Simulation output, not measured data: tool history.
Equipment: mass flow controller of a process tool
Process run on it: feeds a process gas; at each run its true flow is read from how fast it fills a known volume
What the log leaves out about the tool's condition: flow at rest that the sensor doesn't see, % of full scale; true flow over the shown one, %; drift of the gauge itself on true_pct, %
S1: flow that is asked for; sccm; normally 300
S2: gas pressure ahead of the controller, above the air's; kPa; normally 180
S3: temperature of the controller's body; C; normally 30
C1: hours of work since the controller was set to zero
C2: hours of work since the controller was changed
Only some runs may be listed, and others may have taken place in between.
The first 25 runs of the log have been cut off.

{"run": 26, "hour": 7349.1, "S1": 96, "S2": 143, "S3": 30, "C1": 1659, "C2": 1659, "true flow (%)": 98.74}
{"run": 27, "hour": 7677.6, "S1": 161, "S2": 212, "S3": 21, "C1": 1842, "C2": 1842, "true flow (%)": 100.3}
{"run": 28, "hour": 8005.2, "S1": 51, "S2": 214, "S3": 21, "C1": 2024, "C2": 2024, "true flow (%)": 99.69}
{"run": 29, "hour": 8327.1, "S1": 300, "S2": 170, "S3": 30, "C1": 2203, "C2": 2203, "true flow (%)": 100.28}
{"run": 30, "hour": 8659.3, "S1": 300, "S2": 220, "S3": 22, "C1": 2387, "C2": 2387, "true flow (%)": 101.16}
{"run": 31, "hour": 8926.6, "S1": 209, "S2": 142, "S3": 23, "C1": 2536, "C2": 2536, "true flow (%)": 100.27}
{"run": 32, "hour": 9360.5, "S1": 209, "S2": 142, "S3": 23, "C1": 2777, "C2": 2777, "true flow (%)": 100.44}
{"run": 33, "hour": 9608.9, "S1": 218, "S2": 145, "S3": 28, "C1": 2915, "C2": 2915, "true flow (%)": 100.19}
{"hour": 9631.3, "done": "gauge calibrated"}
{"run": 34, "hour": 9823.5, "S1": 218, "S2": 145, "S3": 28, "C1": 3034, "C2": 3034, "true flow (%)": 98.03}
{"run": 35, "hour": 10130.4, "S1": 425, "S2": 147, "S3": 33, "C1": 3205, "C2": 3205, "true flow (%)": 98.84}
{"run": 36, "hour": 10569.1, "S1": 120, "S2": 231, "S3": 23, "C1": 3449, "C2": 3449, "true flow (%)": 98.53}
{"run": 37, "hour": 11017.1, "S1": 120, "S2": 231, "S3": 23, "C1": 3698, "C2": 3698, "true flow (%)": 98.58}
{"run": 38, "hour": 11347.6, "S1": 120, "S2": 231, "S3": 23, "C1": 3881, "C2": 3881, "true flow (%)": 98.55}
{"run": 39, "hour": 11689.4, "S1": 117, "S2": 164, "S3": 23, "C1": 4071, "C2": 4071, "true flow (%)": 98.27}
{"run": 40, "hour": 11924.3, "S1": 148, "S2": 180, "S3": 30, "C1": 4202, "C2": 4202, "true flow (%)": 98.1}
{"run": 41, "hour": 12305.8, "S1": 148, "S2": 180, "S3": 32, "C1": 4414, "C2": 4414, "true flow (%)": 98.01}
{"run": 42, "hour": 12584.3, "S1": 148, "S2": 180, "S3": 32, "C1": 4568, "C2": 4568, "true flow (%)": 98.07}
{"run": 43, "hour": 12770.6, "S1": 300, "S2": 196, "S3": 30, "C1": 4672, "C2": 4672, "true flow (%)": 99.15}
{"run": 44, "hour": 13085.7, "S1": 300, "S2": 264, "S3": 34, "C1": 4847, "C2": 4847, "true flow (%)": 99.45}
{"run": 45, "hour": 13532.6, "S1": 300, "S2": 146, "S3": 24, "C1": 5095, "C2": 5095, "true flow (%)": 99.64}
{"hour": 13612.0, "done": "controller exchanged for a calibrated one"}
{"run": 46, "hour": 13803.2, "S1": 300, "S2": 165, "S3": 20, "C1": 106, "C2": 106, "true flow (%)": 99.99}
{"run": 47, "hour": 14233.4, "S1": 244, "S2": 169, "S3": 29, "C1": 345, "C2": 345, "true flow (%)": 99.2}
{"run": 48, "hour": 14436.1, "S1": 56, "S2": 203, "S3": 30, "C1": 458, "C2": 458, "true flow (%)": 98.35}

Predict each of these 4 candidate next runs independently; none follows another, all start after run 48:
{"run": "A", "hour": 14797.4, "S1": 300, "S2": 261, "S3": 30, "C1": 659, "C2": 659, "true flow (%)": "?"}
{"run": "B", "hour": 14797.4, "S1": 300, "S2": 174, "S3": 30, "C1": 659, "C2": 659, "true flow (%)": "?"}
{"run": "C", "hour": 14797.4, "S1": 94, "S2": 147, "S3": 22, "C1": 659, "C2": 659, "true flow (%)": "?"}
{"run": "D", "hour": 14797.4, "S1": 123, "S2": 203, "S3": 27, "C1": 659, "C2": 659, "true flow (%)": "?"}

run=A true_flow_(%)=100.06
run=B true_flow_(%)=99.59
run=C true_flow_(%)=98.94
run=D true_flow_(%)=98.94
What these runs would have given with no unlogged condition in the tool:
run=A true_flow_(%)=98.86
run=B true_flow_(%)=98.4
run=C true_flow_(%)=97.75
run=D true_flow_(%)=97.75
